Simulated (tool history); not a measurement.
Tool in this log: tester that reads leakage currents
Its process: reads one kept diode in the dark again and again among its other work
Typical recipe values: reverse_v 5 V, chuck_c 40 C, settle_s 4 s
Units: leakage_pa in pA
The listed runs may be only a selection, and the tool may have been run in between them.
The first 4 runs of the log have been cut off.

run    hour  reverse_v  chuck_c  settle_s  hours of work since the probe card was cleaned  hours of work since the tester was calibrated  hours of work since the chuck was calibrated  leakage_pa
  5   899.1          5       40      5.77                                             757                                           4842                                           444      456.58
  6  1077.9          5       40      5.77                                             832                                           4917                                           519      456.65
  7  1280.6          5       40         4                                             917                                           5002                                           605      452.69
  8  1516.9          5       40         4                                            1017                                           5102                                           704      452.77
  9  1700.8          5       40         4                                            1094                                           5179                                           781      451.69
     1767.4  -- tester calibrated
 10  1883.2          5       20         4                                            1170                                             49                                           857       90.62
 11  2003.9       1.02       40         4                                            1221                                            100                                           908      254.92
 12  2198.9       1.02       40         4                                            1303                                            182                                           990      253.97
 13  2386.7       1.02       40         4                                            1382                                            261                                          1069      253.55
 14  2574.4       1.19       40         4                                            1461                                            340                                          1148      266.97
 15  2713.6       1.19       40         4                                            1519                                            398                                          1207      266.72
 16  2915.6          5       40         4                                            1604                                            483                                          1292      429.52
 17  3101.3          5       40         4                                            1683                                            561                                          1370      430.66
 18  3243.1          5       21         4                                            1742                                            621                                          1430       96.81
 19  3492.6          5       21      2.48                                            1847                                            726                                          1535       96.36
 20  3720.9          5       21      2.48                                            1943                                            822                                          1631       95.87
 21    3902       2.24       40      4.48                                            2020                                            898                                          1707      323.63

What does the tool deliver on the next run?
 22  4087.1       7.59       35      6.84                                            2097                                            976                                          1785           ?

Logged for run 22: leakage_pa 334.14 pA.
Were there no unlogged condition in the tool, this run, its random variation unchanged, would have produced leakage_pa 356.51 pA.
